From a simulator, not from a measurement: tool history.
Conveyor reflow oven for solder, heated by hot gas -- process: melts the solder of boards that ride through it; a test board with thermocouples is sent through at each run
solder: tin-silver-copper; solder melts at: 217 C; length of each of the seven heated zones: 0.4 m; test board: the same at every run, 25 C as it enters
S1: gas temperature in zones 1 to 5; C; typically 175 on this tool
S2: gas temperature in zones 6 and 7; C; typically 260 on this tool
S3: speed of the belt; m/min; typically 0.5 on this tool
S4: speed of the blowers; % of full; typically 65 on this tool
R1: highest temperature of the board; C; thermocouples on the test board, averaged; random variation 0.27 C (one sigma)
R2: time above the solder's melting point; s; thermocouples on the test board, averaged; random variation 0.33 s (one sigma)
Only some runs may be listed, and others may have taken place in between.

run    hour   S1   S2     S3  S4     R1    R2
  1       0  175  260    0.5  65  245.1  66.1
  2    25.2  175  260    0.5  65  244.8  66.1
  3    60.2  175  260    0.5  56  242.2  61.2
  4    84.5  175  260    0.5  56  242.4  61.1
  5   107.7  175  260  0.523  56  240.1  55.5
      129.5  -- flux residue cleaned out of gas plates and filters
  6   162.7  175  260  0.523  56  240.6  54.8
  7   209.7  175  260  0.523  56  239.7    55
  8   235.7  175  260  0.523  56  239.7  55.1
  9   280.2  175  260  0.523  56  239.4  54.8
 10   314.7  175  260  0.523  56  239.2  54.1
 11     342  176  260    0.5  65  243.7    65
 12     393  175  269    0.5  65  250.9  71.5
      402.7  -- flux residue cleaned out of gas plates and filters, once more
 13   428.4  175  269    0.5  65  252.5  73.9
 14   477.3  175  269    0.5  65    252  73.9
 15   519.5  175  269    0.5  65  252.7  73.8
 16   569.6  180  251    0.5  73  238.1  63.3
 17   601.3  175  269    0.5  51  246.9  67.5
 18     625  175  269    0.5  51  247.2  67.4
 19   662.1  175  269    0.5  51  247.2  66.5
 20   693.9  175  269    0.5  76  253.4  76.2
 21   739.8  175  269    0.5  76  253.3  76.4
      752.9  -- flux residue cleaned out of gas plates and filters
 22   784.4  179  265    0.5  67  250.6    75
 23   817.8  162  252  0.403  71  241.8  77.5
 24     867  187  275  0.538  79  260.5  80.8
 25   903.2  162  260  0.462  65  244.5    67
 26   935.6  162  260  0.462  65  244.1  67.4
 27   986.2  162  260  0.462  65    244  66.4
 28  1007.9  162  260  0.462  65  243.6  66.5
 29  1030.3  173  260    0.5  69  244.5  65.6
 30  1073.9  175  250  0.528  65  233.9  46.9

For some of the steps in R1 from one run to the next: how much would appear even if the tool had no hidden state, given the settings, what came in and random variation, and how much remains for the hidden state plus any gauge scatter that the measured result and the result without hidden state don't share?
Hidden state at play: heat that the gas passes to the board, % of a clean oven's; belt's true speed, % of the reading; true gas temperature in zones 6 and 7 over the reading, C; drift of the gauge itself on peak_c, C; drift of the gauge itself on liquid_s, %.
Run 12 -> 13: flux residue cleaned out of gas plates and filters, once more. R1 +1.6 C: hidden state +1.9, all else -0.3.
Run 15 -> 16: S1 175 -> 180, S2 269 -> 251, S4 65 -> 73. R1 -14.6 C: hidden state -0.2, all else -14.4.
Run 19 -> 20: S4 51 -> 76. R1 +6.2 C: hidden state -0.7, all else +6.9.
Run 21 -> 22: S1 175 -> 179, S2 269 -> 265, S4 76 -> 67, flux residue cleaned out of gas plates and filters. R1 -2.7 C: hidden state +1.4, all else -4.1.
Run 23 -> 24: S1 162 -> 187, S2 252 -> 275, S3 0.403 -> 0.538, S4 71 -> 79. R1 +18.7 C: hidden state -0.1, all else +18.8.
Run 24 -> 25: S1 187 -> 162, S2 275 -> 260, S3 0.538 -> 0.462, S4 79 -> 65. R1 -16 C: hidden state -0.1, all else -15.9.

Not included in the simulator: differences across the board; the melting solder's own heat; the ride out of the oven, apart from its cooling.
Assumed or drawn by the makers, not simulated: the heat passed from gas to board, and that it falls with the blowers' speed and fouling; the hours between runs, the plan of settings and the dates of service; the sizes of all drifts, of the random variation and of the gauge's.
